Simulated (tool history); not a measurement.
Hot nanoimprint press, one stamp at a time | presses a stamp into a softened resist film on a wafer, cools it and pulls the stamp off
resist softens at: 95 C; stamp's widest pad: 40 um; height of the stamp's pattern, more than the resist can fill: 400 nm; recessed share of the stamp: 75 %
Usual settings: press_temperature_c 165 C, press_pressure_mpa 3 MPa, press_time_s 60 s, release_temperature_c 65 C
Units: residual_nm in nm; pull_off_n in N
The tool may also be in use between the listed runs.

run,hour,press_temperature_c,press_pressure_mpa,press_time_s,release_temperature_c,residual_nm,pull_off_n
1,0,165,3,60,65,137.9,299
2,39.2,165,3,42,65,154.2,309
3,85.2,165,3,42,65,154.2,319
4,140.3,165,3,42,65,154.6,326
5,212.3,165,3,84,65,124.9,349
6,255.7,165,3,51,65,147.4,342
7,351.5,165,3,60,65,142,363
8,398.7,165,2.81,60,65,145.3,371
9,439.5,165,3,53,65,145.8,375
# hour 458.6: stamp cleaned and given a new release coat
10,492.3,165,3,60,65,142.1,232
11,576.8,165,3,60,65,143.3,241
12,671.6,165,3,60,53,143.1,281
13,746.4,157,3,60,65,189.9,261

Forecast run 14:
14,821.3,157,3,60,65,?,?

{"run 14": {"residual_nm": 188.8, "pull_off_n": 285}}
Without the tool's hidden state the same run would have given residual_nm 176.2 nm, pull_off_n 230 N.
